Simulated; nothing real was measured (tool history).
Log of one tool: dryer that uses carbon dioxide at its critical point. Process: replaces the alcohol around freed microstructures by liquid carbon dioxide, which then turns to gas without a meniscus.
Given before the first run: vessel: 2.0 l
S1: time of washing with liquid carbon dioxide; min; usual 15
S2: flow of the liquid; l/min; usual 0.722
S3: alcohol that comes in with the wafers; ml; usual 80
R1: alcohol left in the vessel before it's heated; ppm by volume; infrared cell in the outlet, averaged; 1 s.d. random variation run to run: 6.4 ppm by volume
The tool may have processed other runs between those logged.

| run | hour | S1 | S2 | S3 | R1 |
|---|---|---|---|---|---|
| 1 | 0 | 15 | 0.722 | 80 | 332 |
| 2 | 61.8 | 15 | 0.722 | 80 | 358 |
| 3 | 107 | 15 | 0.891 | 80 | 177 |
| 4 | 167.6 | 15 | 0.891 | 80 | 176 |
| 5 | 215.8 | 15 | 0.891 | 80 | 193 |
| 6 | 272.8 | 15 | 0.621 | 80 | 777 |
| 7 | 320.6 | 15 | 0.621 | 80 | 773 |
| 8 | 364.8 | 15 | 0.621 | 80 | 858 |
| 9 | 395.2 | 18 | 0.722 | 80 | 246 |
| 10 | 430.3 | 18 | 0.722 | 80 | 259 |
| 11 | 474.2 | 19 | 0.722 | 80 | 227 |
|  | 488.5 | inlet filter changed |
| 12 | 509 | 19 | 0.722 | 80 | 161 |
| 13 | 558.3 | 15 | 1.017 | 80 | 143 |
| 14 | 606.1 | 15 | 0.587 | 80 | 825 |
| 15 | 638 | 18 | 0.722 | 80 | 213 |
| 16 | 689 | 18 | 0.722 | 80 | 220 |
| 17 | 737 | 15 | 0.51 | 80 | 1505 |
| 18 | 789.5 | 10 | 0.722 | 80 | 1819 |
| 19 | 846.3 | 14 | 0.722 | 80 | 651 |
| 20 | 901.8 | 14 | 0.722 | 80 | 667 |
| 21 | 942.7 | 14 | 0.722 | 80 | 696 |
|  | 980 | inlet filter changed |
| 22 | 984.7 | 14 | 0.722 | 80 | 485 |
| 23 | 1019.3 | 14 | 0.722 | 80 | 501 |
| 24 | 1065.1 | 14 | 0.722 | 80 | 525 |
| 25 | 1098.9 | 15 | 0.8 | 80 | 297 |
| 26 | 1141 | 10 | 0.703 | 58 | 1354 |
| 27 | 1180.6 | 10 | 0.703 | 58 | 1401 |
|  | 1190.6 | purifier's bed changed |
| 28 | 1210.1 | 13 | 0.931 | 100 | 249 |
| 29 | 1244 | 13 | 0.931 | 100 | 277 |
| 30 | 1287.3 | 13 | 0.931 | 100 | 285 |
| 31 | 1335 | 15 | 0.972 | 74 | 93 |
| 32 | 1363.2 | 15 | 0.722 | 110 | 582 |
| 33 | 1398.9 | 15 | 0.722 | 110 | 608 |
| 34 | 1451.2 | 15 | 0.722 | 110 | 649 |
|  | 1470.2 | inlet filter changed |
| 35 | 1479.2 | 15 | 0.722 | 110 | 409 |
| 36 | 1526.4 | 11 | 0.722 | 119 | 1638 |
| 37 | 1556.6 | 11 | 0.694 | 119 | 1866 |
| 38 | 1604.5 | 11 | 0.952 | 119 | 616 |
| 39 | 1659.6 | 11 | 0.543 | 97 | 3455 |
| 40 | 1702.6 | 15 | 0.784 | 80 | 270 |
| 41 | 1735.8 | 14 | 0.596 | 80 | 1122 |
| 42 | 1788 | 15 | 0.783 | 22 | 110 |
| 43 | 1824.1 | 18 | 1.146 | 24 | 35 |
| 44 | 1860.2 | 11 | 0.559 | 80 | 3039 |
| 45 | 1911.6 | 22 | 0.752 | 35 | 58 |
|  | 1960 | inlet filter changed |
| 46 | 1970.8 | 15 | 0.847 | 32 | 84 |

4 ways to go on from here, each from the tool as it stands after run 46. What would each give?
| A | 2014.1 | 12 | 1.054 | 33 | ? |
| B | 2014.1 | 9 | 0.722 | 80 | ? |
| C | 2014.1 | 17 | 0.755 | 52 | ? |
| D | 2014.1 | 14 | 0.847 | 102 | ? |

| run | R1 |
|---|---|
| A | 93 |
| B | 2065 |
| C | 112 |
| D | 259 |
Had the tool no hidden state, the same runs would have come out as:
| run | R1 |
|---|---|
| A | 52 |
| B | 1945 |
| C | 69 |
| D | 207 |
